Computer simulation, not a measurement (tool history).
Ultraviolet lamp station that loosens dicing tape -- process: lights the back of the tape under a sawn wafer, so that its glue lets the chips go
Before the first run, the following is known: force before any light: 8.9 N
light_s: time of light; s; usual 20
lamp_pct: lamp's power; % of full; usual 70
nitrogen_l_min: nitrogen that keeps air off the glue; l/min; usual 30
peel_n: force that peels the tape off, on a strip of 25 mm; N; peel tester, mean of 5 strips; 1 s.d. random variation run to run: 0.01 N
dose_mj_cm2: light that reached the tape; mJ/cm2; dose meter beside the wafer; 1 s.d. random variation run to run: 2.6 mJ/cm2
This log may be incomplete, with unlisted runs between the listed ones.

run	hour	light_s	lamp_pct	nitrogen_l_min	peel_n	dose_mj_cm2
1	0	20	70	30	0.742	277
2	29.3	20	70	30	0.743	276
# hour 42.4: window cleaned of glue's vapour
3	59.5	20	70	30	0.547	317
4	86.7	20	70	30	0.559	319
5	126.3	20	94	30	0.317	413
6	159.4	20	64	30	0.746	276
7	178.2	20	64	30	0.765	278
8	216.1	20	70	30	0.677	295
9	233.3	20	70	30	0.696	292
10	274.6	20	70	30	0.7	281
11	299.7	20	60	30	0.994	240
12	323.8	12	64	30	2.162	151
13	362.6	12	64	30	2.203	152
14	382.9	12	64	30	2.195	149

Run 15 has not been measured yet. What should we expect?
15	424	13	81	40	?	?

Run 15 produced peel_n 1.172 N, dose_mj_cm2 192 mJ/cm2.
Without the tool's hidden state the same run would have given peel_n 0.662 N, dose_mj_cm2 257 mJ/cm2.
